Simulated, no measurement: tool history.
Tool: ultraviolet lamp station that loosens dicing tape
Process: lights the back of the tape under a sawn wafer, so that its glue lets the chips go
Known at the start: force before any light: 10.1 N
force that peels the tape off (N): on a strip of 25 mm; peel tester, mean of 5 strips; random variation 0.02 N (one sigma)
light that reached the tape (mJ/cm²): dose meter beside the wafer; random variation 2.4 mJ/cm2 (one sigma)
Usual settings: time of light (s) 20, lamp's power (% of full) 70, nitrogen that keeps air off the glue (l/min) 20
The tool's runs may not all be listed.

run   hour  time of light (s)  lamp's power (% of full)  nitrogen that keeps air off the glue (l/min)  force that peels the tape off (N)  light that reached the tape (mJ/cm²)
  1    0.0                 20                        70                                            20                              0.990                                   256
  2   11.9                 20                        70                                            20                              0.996                                   255
  3   21.3                 20                        70                                            20                              0.991                                   253
  4   37.3                 32                        70                                            20                              0.329                                   409
  5   52.8                 20                        70                                            28                              0.812                                   255
  6   63.5                 20                        70                                             6                              1.994                                   254
  7   81.3                 36                        70                                            20                              0.244                                   460
  8   91.8                 20                        70                                            20                              0.964                                   256
  9  106.9                 20                        70                                            20                              0.987                                   260
 10  123.1                 20                        70                                            10                              1.522                                   261
 11  133.7                 20                        70                                            10                              1.513                                   259
 12  144.8                 20                        70                                            28                              0.795                                   256
 13  162.7                 11                        70                                            20                              2.646                                   140
 14  178.9                 20                        70                                            20                              0.991                                   257
 15  193.5                 20                        73                                            20                              0.885                                   267
 16  202.2                 20                        70                                            20                              0.969                                   257
 17  218.4                 20                        70                                             9                              1.592                                   254
 18  226.5                 20                        70                                            20                              0.982                                   258
 19  239.9                 20                        70                                            20                              0.981                                   257
 20  249.2                 20                        70                                            20                              0.980                                   251
 21  263.1                 20                        70                                            20                              0.987                                   255
 22  276.0                 20                        70                                            20                              0.968                                   257
 23  289.3                 20                        89                                            39                              0.381                                   321
 24  298.4                 32                        88                                             8                              0.368                                   518
 25  315.1                 23                        61                                             7                              1.843                                   258
 26  330.2                 23                        61                                             7                              1.854                                   255
 27  338.1                 36                        91                                            20                              0.141                                   600
 28  347.2                 36                        91                                            20                              0.153                                   599
 29  360.4                 20                        70                                             7                              1.867                                   255
 30  371.7                 15                        61                                             7                              3.265                                   166
 31  388.4                 20                        70                                            12                              1.338                                   257
     394.5  -- window cleaned of glue's vapour
 32  400.8                 11                        84                                            33                              1.723                                   171
 33  412.3                 17                        91                                            34                              0.583                                   282
 34  424.5                 17                        91                                            34                              0.575                                   280
 35  441.9                 16                        91                                            34                              0.671                                   269
 36  458.9                 26                        70                                            20                              0.523                                   338
 37  466.7                 12                        71                                            37                              1.888                                   153
 38  481.7                 12                        71                                            37                              1.966                                   156
 39  494.3                 12                        71                                            37                              1.868                                   155
 40  504.5                 35                        69                                             8                              0.574                                   437
 41  512.5                 31                        69                                            14                              0.469                                   394
 42  520.2                 18                        64                                            24                              1.324                                   213

3 ways to go on from here, each from the tool as it stands after run 42. What would each give?
  A  533.2                 20                        83                                            20                                  ?                                     ?
  B  533.2                 20                        62                                            20                                  ?                                     ?
  C  533.2                 20                        91                                            14                                  ?                                     ?

run  force that peels the tape off (N)  light that reached the tape (mJ/cm²)
  A                              0.671                                   302
  B                              1.251                                   225
  C                              0.694                                   334
Without the tool's hidden state the same runs would have given:
run  force that peels the tape off (N)  light that reached the tape (mJ/cm²)
  A                              0.668                                   302
  B                              1.247                                   225
  C                              0.691                                   335
